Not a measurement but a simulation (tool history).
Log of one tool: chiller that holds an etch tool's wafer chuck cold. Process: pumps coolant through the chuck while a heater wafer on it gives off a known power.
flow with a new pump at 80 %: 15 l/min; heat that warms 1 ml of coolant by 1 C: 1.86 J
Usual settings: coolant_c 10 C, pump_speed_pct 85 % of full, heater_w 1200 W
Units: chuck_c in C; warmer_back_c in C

| run | day | coolant_c | pump_speed_pct | heater_w | chuck_c | warmer_back_c |
|---|---|---|---|---|---|---|
| 1 | 0.000 | 10 | 85 | 1200 | 16.5 | 2.54 |
| 2 | 3.338 | 10 | 85 | 1200 | 16.8 | 2.48 |
| 3 | 6.496 | 9 | 85 | 1200 | 15.7 | 2.56 |
| 4 | 10.992 | 10 | 90 | 1200 | 16.4 | 2.38 |
| 5 | 13.046 | 10 | 90 | 1200 | 16.5 | 2.33 |
| 6 | 16.400 | 10 | 90 | 1200 | 16.5 | 2.42 |
| 7 | 19.417 | 10 | 90 | 1200 | 16.4 | 2.42 |
| 8 | 22.258 | 10 | 95 | 1200 | 16.1 | 2.25 |
| 9 | 25.208 | 10 | 85 | 1200 | 16.7 | 2.57 |
| 10 | 30.142 | 10 | 85 | 1200 | 16.7 | 2.53 |
| 11 | 33.962 | 10 | 85 | 1200 | 16.7 | 2.55 |
| 12 | 37.917 | 10 | 85 | 1200 | 16.8 | 2.56 |
| 13 | 42.454 | 10 | 85 | 1200 | 16.8 | 2.58 |
| 14 | 46.508 | 10 | 66 | 1200 | 18.6 | 3.38 |
| 15 | 48.850 | 10 | 66 | 1200 | 18.7 | 3.36 |
| 16 | 52.908 | 10 | 66 | 1200 | 18.7 | 3.30 |
| 17 | 57.108 | 7 | 82 | 1200 | 14.0 | 2.66 |
| 18 | 59.254 | 7 | 82 | 1200 | 13.9 | 2.63 |
| 19 | 62.933 | 11 | 85 | 913 | 16.3 | 1.95 |
| 20 | 66.296 | 1 | 85 | 1640 | 10.6 | 3.53 |
| 21 | 69.112 | 1 | 85 | 1640 | 10.6 | 3.52 |
| 22 | 73.946 | 1 | 85 | 1640 | 10.5 | 3.48 |
| 23 | 77.850 | 11 | 86 | 1363 | 18.6 | 2.86 |
| 24 | 79.992 | 19 | 85 | 1713 | 29.1 | 3.67 |
| 25 | 83.175 | 0 | 87 | 808 | 4.6 | 1.71 |
|  | 83.804 | chiller's thermometer calibrated |
| 26 | 86.638 | 10 | 90 | 640 | 13.6 | 1.30 |
| 27 | 90.475 | 10 | 83 | 1341 | 18.0 | 2.92 |
| 28 | 94.029 | 10 | 77 | 1341 | 18.5 | 3.17 |
| 29 | 97.533 | 10 | 77 | 1341 | 18.6 | 3.24 |
| 30 | 99.638 | 7 | 77 | 1386 | 15.9 | 3.32 |

Run 31 comes next. What will it give?
| 31 | 103.654 | 16 | 70 | 1200 | ? | ? |

Run 31 gave chuck_c 24.3 C, warmer_back_c 3.20 C.
Without the tool's hidden state the same run would have given chuck_c 23.7 C, warmer_back_c 2.99 C.
